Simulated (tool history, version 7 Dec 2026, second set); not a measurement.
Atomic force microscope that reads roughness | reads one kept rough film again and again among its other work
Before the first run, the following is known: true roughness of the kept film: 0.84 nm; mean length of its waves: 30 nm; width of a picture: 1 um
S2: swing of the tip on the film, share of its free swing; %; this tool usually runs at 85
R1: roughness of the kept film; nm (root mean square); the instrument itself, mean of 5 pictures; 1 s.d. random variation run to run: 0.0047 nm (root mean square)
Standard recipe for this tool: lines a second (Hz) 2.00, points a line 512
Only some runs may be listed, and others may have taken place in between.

run 1 hour=0.0 | lines_a_second_(Hz)=2.00 S2=85 points_a_line=512 | R1=0.750
run 2 hour=22.5 | lines_a_second_(Hz)=2.00 S2=85 points_a_line=512 | R1=0.756
run 3 hour=36.6 | lines_a_second_(Hz)=2.00 S2=85 points_a_line=512 | R1=0.748
run 4 hour=48.6 | lines_a_second_(Hz)=2.00 S2=85 points_a_line=512 | R1=0.758
run 5 hour=73.0 | lines_a_second_(Hz)=2.00 S2=85 points_a_line=512 | R1=0.755
run 6 hour=94.4 | lines_a_second_(Hz)=0.70 S2=85 points_a_line=512 | R1=0.779
run 7 hour=120.4 | lines_a_second_(Hz)=2.00 S2=85 points_a_line=512 | R1=0.747
run 8 hour=143.2 | lines_a_second_(Hz)=2.25 S2=85 points_a_line=512 | R1=0.734
run 9 hour=154.1 | lines_a_second_(Hz)=2.25 S2=85 points_a_line=512 | R1=0.729
run 10 hour=165.9 | lines_a_second_(Hz)=2.25 S2=85 points_a_line=512 | R1=0.722
run 11 hour=182.5 | lines_a_second_(Hz)=2.00 S2=78 points_a_line=512 | R1=0.749
run 12 hour=204.3 | lines_a_second_(Hz)=2.00 S2=78 points_a_line=512 | R1=0.753
run 13 hour=218.9 | lines_a_second_(Hz)=0.67 S2=78 points_a_line=512 | R1=0.786
run 14 hour=233.6 | lines_a_second_(Hz)=2.00 S2=82 points_a_line=512 | R1=0.755
run 15 hour=255.7 | lines_a_second_(Hz)=0.50 S2=82 points_a_line=512 | R1=0.787
run 16 hour=273.7 | lines_a_second_(Hz)=0.50 S2=82 points_a_line=512 | R1=0.787
run 17 hour=284.4 | lines_a_second_(Hz)=0.50 S2=82 points_a_line=512 | R1=0.777
run 18 hour=308.1 | lines_a_second_(Hz)=0.50 S2=82 points_a_line=512 | R1=0.781
run 19 hour=321.9 | lines_a_second_(Hz)=0.50 S2=82 points_a_line=512 | R1=0.779
-- hour=328.2 new tip fitted
run 20 hour=343.9 | lines_a_second_(Hz)=0.50 S2=82 points_a_line=512 | R1=0.807
run 21 hour=361.7 | lines_a_second_(Hz)=0.50 S2=82 points_a_line=512 | R1=0.812
run 22 hour=387.6 | lines_a_second_(Hz)=0.50 S2=82 points_a_line=512 | R1=0.807
run 23 hour=403.2 | lines_a_second_(Hz)=0.50 S2=82 points_a_line=512 | R1=0.803
run 24 hour=422.8 | lines_a_second_(Hz)=2.00 S2=88 points_a_line=512 | R1=0.740
run 25 hour=441.1 | lines_a_second_(Hz)=2.00 S2=88 points_a_line=512 | R1=0.735
run 26 hour=460.6 | lines_a_second_(Hz)=0.90 S2=85 points_a_line=512 | R1=0.788
run 27 hour=473.9 | lines_a_second_(Hz)=0.90 S2=85 points_a_line=512 | R1=0.775
run 28 hour=486.3 | lines_a_second_(Hz)=2.00 S2=85 points_a_line=380 | R1=0.738
run 29 hour=509.7 | lines_a_second_(Hz)=2.00 S2=85 points_a_line=380 | R1=0.737
run 30 hour=524.7 | lines_a_second_(Hz)=2.00 S2=85 points_a_line=298 | R1=0.732
run 31 hour=536.0 | lines_a_second_(Hz)=2.00 S2=85 points_a_line=298 | R1=0.731
run 32 hour=547.4 | lines_a_second_(Hz)=1.27 S2=60 points_a_line=846 | R1=0.801
run 33 hour=569.6 | lines_a_second_(Hz)=1.27 S2=60 points_a_line=846 | R1=0.791
run 34 hour=589.4 | lines_a_second_(Hz)=1.27 S2=60 points_a_line=846 | R1=0.796
run 35 hour=605.8 | lines_a_second_(Hz)=1.75 S2=62 points_a_line=698 | R1=0.782
run 36 hour=618.4 | lines_a_second_(Hz)=1.75 S2=62 points_a_line=698 | R1=0.789
run 37 hour=642.5 | lines_a_second_(Hz)=3.50 S2=66 points_a_line=698 | R1=0.757
run 38 hour=667.6 | lines_a_second_(Hz)=3.50 S2=66 points_a_line=698 | R1=0.761
run 39 hour=683.5 | lines_a_second_(Hz)=0.80 S2=78 points_a_line=316 | R1=0.764
-- hour=691.9 new tip fitted
run 40 hour=704.6 | lines_a_second_(Hz)=1.67 S2=78 points_a_line=875 | R1=0.785
run 41 hour=721.2 | lines_a_second_(Hz)=1.34 S2=59 points_a_line=859 | R1=0.821
run 42 hour=743.9 | lines_a_second_(Hz)=2.33 S2=86 points_a_line=644 | R1=0.738
run 43 hour=768.0 | lines_a_second_(Hz)=2.33 S2=86 points_a_line=644 | R1=0.742
run 44 hour=786.5 | lines_a_second_(Hz)=2.00 S2=85 points_a_line=590 | R1=0.751
run 45 hour=812.5 | lines_a_second_(Hz)=2.00 S2=62 points_a_line=415 | R1=0.793
run 46 hour=838.8 | lines_a_second_(Hz)=0.72 S2=62 points_a_line=415 | R1=0.802
run 47 hour=854.8 | lines_a_second_(Hz)=2.44 S2=61 points_a_line=462 | R1=0.779
run 48 hour=866.7 | lines_a_second_(Hz)=2.44 S2=61 points_a_line=462 | R1=0.780
run 49 hour=878.8 | lines_a_second_(Hz)=0.60 S2=61 points_a_line=760 | R1=0.806
run 50 hour=904.9 | lines_a_second_(Hz)=0.60 S2=61 points_a_line=760 | R1=0.794
run 51 hour=918.2 | lines_a_second_(Hz)=0.60 S2=61 points_a_line=760 | R1=0.803
run 52 hour=941.5 | lines_a_second_(Hz)=3.75 S2=75 points_a_line=335 | R1=0.721
run 53 hour=962.8 | lines_a_second_(Hz)=3.75 S2=75 points_a_line=335 | R1=0.724

Each row is a separate what-if for the run after 53, all from the same tool condition, not one after another. Results?
run A hour=981.9 | lines_a_second_(Hz)=0.62 S2=84 points_a_line=663 | R1=?
run B hour=981.9 | lines_a_second_(Hz)=2.00 S2=85 points_a_line=277 | R1=?
run C hour=981.9 | lines_a_second_(Hz)=1.49 S2=69 points_a_line=335 | R1=?
run D hour=981.9 | lines_a_second_(Hz)=2.57 S2=69 points_a_line=389 | R1=?

run=A R1=0.776
run=B R1=0.725
run=C R1=0.767
run=D R1=0.753
Stripped of hidden state, with their random variation kept, the same runs would have yielded:
run=A R1=0.799
run=B R1=0.746
run=C R1=0.790
run=D R1=0.776
